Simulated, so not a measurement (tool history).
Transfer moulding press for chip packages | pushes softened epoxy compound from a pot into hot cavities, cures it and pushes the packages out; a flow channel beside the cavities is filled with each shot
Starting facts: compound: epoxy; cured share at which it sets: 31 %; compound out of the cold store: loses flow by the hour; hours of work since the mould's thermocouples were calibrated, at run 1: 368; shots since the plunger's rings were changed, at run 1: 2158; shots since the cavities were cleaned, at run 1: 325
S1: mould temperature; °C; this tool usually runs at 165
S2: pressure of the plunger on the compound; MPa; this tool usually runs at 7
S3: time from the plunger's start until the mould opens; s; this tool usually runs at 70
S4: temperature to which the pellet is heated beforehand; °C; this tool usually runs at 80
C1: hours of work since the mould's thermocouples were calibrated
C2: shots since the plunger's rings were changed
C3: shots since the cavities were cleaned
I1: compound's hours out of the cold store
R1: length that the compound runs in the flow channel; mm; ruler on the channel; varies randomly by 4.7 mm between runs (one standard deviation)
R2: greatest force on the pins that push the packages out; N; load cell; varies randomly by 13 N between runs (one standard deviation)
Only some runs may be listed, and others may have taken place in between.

{"run": 1, "hour": 0.0, "S1": 165, "S2": 7, "S3": 70, "S4": 80, "C1": 368, "C2": 2158, "C3": 325, "I1": 43.4, "R1": 501, "R2": 851}
{"hour": 38.7, "done": "cavities cleaned with cleaning compound and waxed"}
{"run": 2, "hour": 63.5, "S1": 165, "S2": 6.27, "S3": 70, "S4": 80, "C1": 403, "C2": 2905, "C3": 298, "I1": 29.2, "R1": 509, "R2": 830}
{"hour": 103.1, "done": "cavities cleaned with cleaning compound and waxed"}
{"hour": 109.3, "done": "mould's thermocouples calibrated"}
{"run": 3, "hour": 153.9, "S1": 165, "S2": 6.27, "S3": 70, "S4": 80, "C1": 25, "C2": 3954, "C3": 589, "I1": 34.7, "R1": 477, "R2": 880}
{"hour": 169.6, "done": "cavities cleaned with cleaning compound and waxed"}
{"hour": 235.4, "done": "cavities cleaned with cleaning compound and waxed"}
{"run": 4, "hour": 242.2, "S1": 165, "S2": 6.27, "S3": 76, "S4": 80, "C1": 72, "C2": 4982, "C3": 82, "I1": 15.6, "R1": 528, "R2": 593}
{"hour": 306.5, "done": "cavities cleaned with cleaning compound and waxed"}
{"hour": 314.4, "done": "plunger's sealing rings changed"}
{"run": 5, "hour": 332.5, "S1": 165, "S2": 6.27, "S3": 76, "S4": 80, "C1": 120, "C2": 218, "C3": 283, "I1": 14.1, "R1": 566, "R2": 690}
{"hour": 373.8, "done": "cavities cleaned with cleaning compound and waxed"}
{"run": 6, "hour": 402.1, "S1": 165, "S2": 6.27, "S3": 76, "S4": 80, "C1": 157, "C2": 1039, "C3": 340, "I1": 17.2, "R1": 550, "R2": 679}
{"hour": 443.6, "done": "cavities cleaned with cleaning compound and waxed"}
{"hour": 507.1, "done": "cavities cleaned with cleaning compound and waxed"}
{"run": 7, "hour": 508.3, "S1": 165, "S2": 6.27, "S3": 76, "S4": 80, "C1": 215, "C2": 2283, "C3": 14, "I1": 8.2, "R1": 573, "R2": 591}
{"hour": 572.7, "done": "cavities cleaned with cleaning compound and waxed"}
{"run": 8, "hour": 598.8, "S1": 165, "S2": 6.27, "S3": 52, "S4": 80, "C1": 264, "C2": 3357, "C3": 315, "I1": 39.7, "R1": 474, "R2": 1707}
{"hour": 640.3, "done": "cavities cleaned with cleaning compound and waxed"}
{"run": 9, "hour": 667.0, "S1": 165, "S2": 6.27, "S3": 52, "S4": 80, "C1": 301, "C2": 4161, "C3": 322, "I1": 22.6, "R1": 518, "R2": 1879}
{"hour": 703.5, "done": "cavities cleaned with cleaning compound and waxed"}
{"hour": 770.4, "done": "cavities cleaned with cleaning compound and waxed"}
{"run": 10, "hour": 770.4, "S1": 165, "S2": 6.27, "S3": 52, "S4": 80, "C1": 356, "C2": 5372, "C3": 0, "I1": 16.9, "R1": 524, "R2": 1512}
{"hour": 809.8, "done": "plunger's sealing rings changed"}
{"hour": 837.8, "done": "cavities cleaned with cleaning compound and waxed"}
{"run": 11, "hour": 862.2, "S1": 165, "S2": 6.27, "S3": 52, "S4": 80, "C1": 405, "C2": 614, "C3": 294, "I1": 35.8, "R1": 501, "R2": 1744}
{"hour": 909.1, "done": "mould's thermocouples calibrated"}
{"hour": 910.6, "done": "cavities cleaned with cleaning compound and waxed"}
{"run": 12, "hour": 918.9, "S1": 165, "S2": 6.27, "S3": 52, "S4": 80, "C1": 5, "C2": 1255, "C3": 100, "I1": 28.8, "R1": 509, "R2": 1545}
{"hour": 978.9, "done": "cavities cleaned with cleaning compound and waxed"}
{"run": 13, "hour": 1019.7, "S1": 165, "S2": 7, "S3": 93, "S4": 85, "C1": 60, "C2": 2452, "C3": 492, "I1": 13.6, "R1": 587, "R2": 556}
{"hour": 1043.3, "done": "cavities cleaned with cleaning compound and waxed"}
{"run": 14, "hour": 1098.9, "S1": 165, "S2": 7, "S3": 93, "S4": 85, "C1": 103, "C2": 3389, "C3": 671, "I1": 35.9, "R1": 505, "R2": 572}
{"hour": 1109.0, "done": "cavities cleaned with cleaning compound and waxed"}
{"hour": 1179.8, "done": "cavities cleaned with cleaning compound and waxed"}
{"run": 15, "hour": 1194.0, "S1": 158, "S2": 6.18, "S3": 100, "S4": 81, "C1": 154, "C2": 4499, "C3": 171, "I1": 12, "R1": 562, "R2": 580}
{"run": 16, "hour": 1236.7, "S1": 163, "S2": 8.54, "S3": 70, "S4": 74, "C1": 177, "C2": 5014, "C3": 686, "I1": 31.9, "R1": 571, "R2": 1095}
{"hour": 1246.2, "done": "cavities cleaned with cleaning compound and waxed"}
{"hour": 1304.4, "done": "plunger's sealing rings changed"}
{"hour": 1311.2, "done": "cavities cleaned with cleaning compound and waxed"}
{"run": 17, "hour": 1338.1, "S1": 171, "S2": 5.61, "S3": 70, "S4": 71, "C1": 230, "C2": 388, "C3": 324, "I1": 9.3, "R1": 539, "R2": 590}
{"hour": 1376.5, "done": "cavities cleaned with cleaning compound and waxed"}
{"run": 18, "hour": 1391.5, "S1": 171, "S2": 5.61, "S3": 70, "S4": 71, "C1": 259, "C2": 1014, "C3": 180, "I1": 36.6, "R1": 451, "R2": 555}
{"hour": 1443.5, "done": "cavities cleaned with cleaning compound and waxed"}
{"run": 19, "hour": 1464.0, "S1": 171, "S2": 5.61, "S3": 85, "S4": 72, "C1": 298, "C2": 1870, "C3": 247, "I1": 23.2, "R1": 495, "R2": 467}
{"hour": 1508.7, "done": "cavities cleaned with cleaning compound and waxed"}
{"run": 20, "hour": 1528.6, "S1": 165, "S2": 7.16, "S3": 70, "S4": 80, "C1": 333, "C2": 2630, "C3": 239, "I1": 47, "R1": 497, "R2": 730}
{"hour": 1575.2, "done": "cavities cleaned with cleaning compound and waxed"}
{"run": 21, "hour": 1622.2, "S1": 165, "S2": 6.8, "S3": 86, "S4": 78, "C1": 384, "C2": 3741, "C3": 567, "I1": 36, "R1": 500, "R2": 651}
{"hour": 1638.4, "done": "cavities cleaned with cleaning compound and waxed"}
{"run": 22, "hour": 1683.3, "S1": 165, "S2": 6.84, "S3": 86, "S4": 82, "C1": 417, "C2": 4460, "C3": 542, "I1": 16.6, "R1": 546, "R2": 629}
{"hour": 1705.8, "done": "mould's thermocouples calibrated"}
{"hour": 1707.3, "done": "cavities cleaned with cleaning compound and waxed"}
{"run": 23, "hour": 1729.4, "S1": 165, "S2": 6.84, "S3": 86, "S4": 82, "C1": 12, "C2": 4973, "C3": 266, "I1": 26.9, "R1": 519, "R2": 535}
{"hour": 1775.7, "done": "cavities cleaned with cleaning compound and waxed"}
{"hour": 1797.1, "done": "plunger's sealing rings changed"}
{"run": 24, "hour": 1825.1, "S1": 161, "S2": 6.84, "S3": 91, "S4": 82, "C1": 63, "C2": 338, "C3": 566, "I1": 26.7, "R1": 570, "R2": 666}

Consider 3 possible next runs. They are alternatives, not a sequence: every one starts from the tool as it was left by run 24. What does each give?
{"hour": 1842.8, "done": "cavities cleaned with cleaning compound and waxed"}
{"run": "A", "hour": 1869.3, "S1": 164, "S2": 7, "S3": 53, "S4": 82, "C1": 87, "C2": 852, "C3": 319, "I1": 38.5, "R1": "?", "R2": "?"}
{"hour": 1842.8, "done": "cavities cleaned with cleaning compound and waxed"}
{"run": "B", "hour": 1869.3, "S1": 165, "S2": 7, "S3": 96, "S4": 80, "C1": 87, "C2": 852, "C3": 319, "I1": 38.6, "R1": "?", "R2": "?"}
{"hour": 1842.8, "done": "cavities cleaned with cleaning compound and waxed"}
{"run": "C", "hour": 1869.3, "S1": 160, "S2": 7, "S3": 62, "S4": 88, "C1": 87, "C2": 852, "C3": 319, "I1": 23, "R1": "?", "R2": "?"}

run=A R1=519 R2=1774
run=B R1=516 R2=510
run=C R1=579 R2=1639
What these runs would have given with no unlogged condition in the tool:
run=A R1=524 R2=1323
run=B R1=521 R2=389
run=C R1=585 R2=1216

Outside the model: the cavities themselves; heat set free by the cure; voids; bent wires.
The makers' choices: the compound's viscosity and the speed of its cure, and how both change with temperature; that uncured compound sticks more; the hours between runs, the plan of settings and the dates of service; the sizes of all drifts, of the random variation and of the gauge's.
